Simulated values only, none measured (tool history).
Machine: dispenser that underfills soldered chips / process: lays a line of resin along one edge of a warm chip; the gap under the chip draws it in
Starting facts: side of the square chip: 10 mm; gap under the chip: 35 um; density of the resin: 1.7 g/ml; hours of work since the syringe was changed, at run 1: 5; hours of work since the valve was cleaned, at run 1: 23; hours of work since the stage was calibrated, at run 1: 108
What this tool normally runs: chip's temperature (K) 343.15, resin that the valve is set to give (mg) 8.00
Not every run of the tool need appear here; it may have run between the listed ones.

run,day,chip's temperature (K),resin that the valve is set to give (mg),hours of work since the syringe was changed,hours of work since the valve was cleaned,hours of work since the stage was calibrated,time until the resin shows at the far edge (s),resin that the valve gave (mg)
1,0.000,343.15,8.00,5,23,108,101.4,7.89
# day 0.125: new syringe of resin
2,0.158,343.15,8.00,1,25,111,83.2,7.75
3,0.283,343.15,8.00,3,27,113,91.1,7.76
4,0.488,343.15,8.00,6,30,116,101.9,7.77
# day 0.562: new syringe of resin
5,0.733,343.15,8.00,3,34,120,89.7,7.83
6,0.871,343.15,8.21,5,37,122,96.6,7.95
# day 1.012: new syringe of resin
7,1.042,343.15,8.21,1,39,125,84.2,7.99
8,1.267,349.15,9.26,4,43,129,77.2,8.96
# day 1.454: new syringe of resin
9,1.479,348.15,9.37,0,46,132,69.7,9.09
10,1.662,341.15,6.99,3,49,135,104.6,6.61
11,1.871,341.15,6.99,7,53,139,117.4,6.69
# day 1.900: new syringe of resin
12,2.121,332.15,10.03,4,57,142,126.2,9.60
# day 2.346: new syringe of resin
13,2.350,328.15,8.00,0,60,146,132.9,7.53

For each entry between runs, how does the tool's hidden state at the last listed run before it compare with that at the first listed run after it?
Logged between run 1 and run 2: new syringe of resin (day 0.125)
  resin's viscosity, % of fresh resin's: 120.8 -> 101.8; dose that the valve gives, % of what is set: 98.15 -> 97.92; true chip temperature over the reading, C: 0.5 -> 0.51
  measured value less the no-hidden-state value, time until the resin shows at the far edge (s): +16.5 -> +0.7; resin that the valve gave (mg): -0.15 -> -0.17
Logged between run 4 and run 5: new syringe of resin (day 0.562)
  resin's viscosity, % of fresh resin's: 123.6 -> 110; dose that the valve gives, % of what is set: 97.46 -> 97.14; true chip temperature over the reading, C: 0.53 -> 0.54
  measured value less the no-hidden-state value, time until the resin shows at the far edge (s): +18.8 -> +7.4; resin that the valve gave (mg): -0.20 -> -0.23
Logged between run 6 and run 7: new syringe of resin (day 1.012)
  resin's viscosity, % of fresh resin's: 119.2 -> 102.2; dose that the valve gives, % of what is set: 96.94 -> 96.72; true chip temperature over the reading, C: 0.55 -> 0.56
  measured value less the no-hidden-state value, time until the resin shows at the far edge (s): +14.8 -> +1.1; resin that the valve gave (mg): -0.25 -> -0.27
Logged between run 8 and run 9: new syringe of resin (day 1.454)
  resin's viscosity, % of fresh resin's: 116.5 -> 101.3; dose that the valve gives, % of what is set: 96.43 -> 96.14; true chip temperature over the reading, C: 0.58 -> 0.59
  measured value less the no-hidden-state value, time until the resin shows at the far edge (s): +10.1 -> +0.0; resin that the valve gave (mg): -0.34 -> -0.37
Logged between run 11 and run 12: new syringe of resin (day 1.900)
  resin's viscosity, % of fresh resin's: 127.6 -> 113.2; dose that the valve gives, % of what is set: 95.59 -> 95.25; true chip temperature over the reading, C: 0.62 -> 0.64
  measured value less the no-hidden-state value, time until the resin shows at the far edge (s): +25.5 -> +12.9; resin that the valve gave (mg): -0.31 -> -0.47
Logged between run 12 and run 13: new syringe of resin (day 2.346)
  resin's viscosity, % of fresh resin's: 113.2 -> 99; dose that the valve gives, % of what is set: 95.25 -> 94.96; true chip temperature over the reading, C: 0.64 -> 0.65
  measured value less the no-hidden-state value, time until the resin shows at the far edge (s): +12.9 -> -2.3; resin that the valve gave (mg): -0.47 -> -0.40

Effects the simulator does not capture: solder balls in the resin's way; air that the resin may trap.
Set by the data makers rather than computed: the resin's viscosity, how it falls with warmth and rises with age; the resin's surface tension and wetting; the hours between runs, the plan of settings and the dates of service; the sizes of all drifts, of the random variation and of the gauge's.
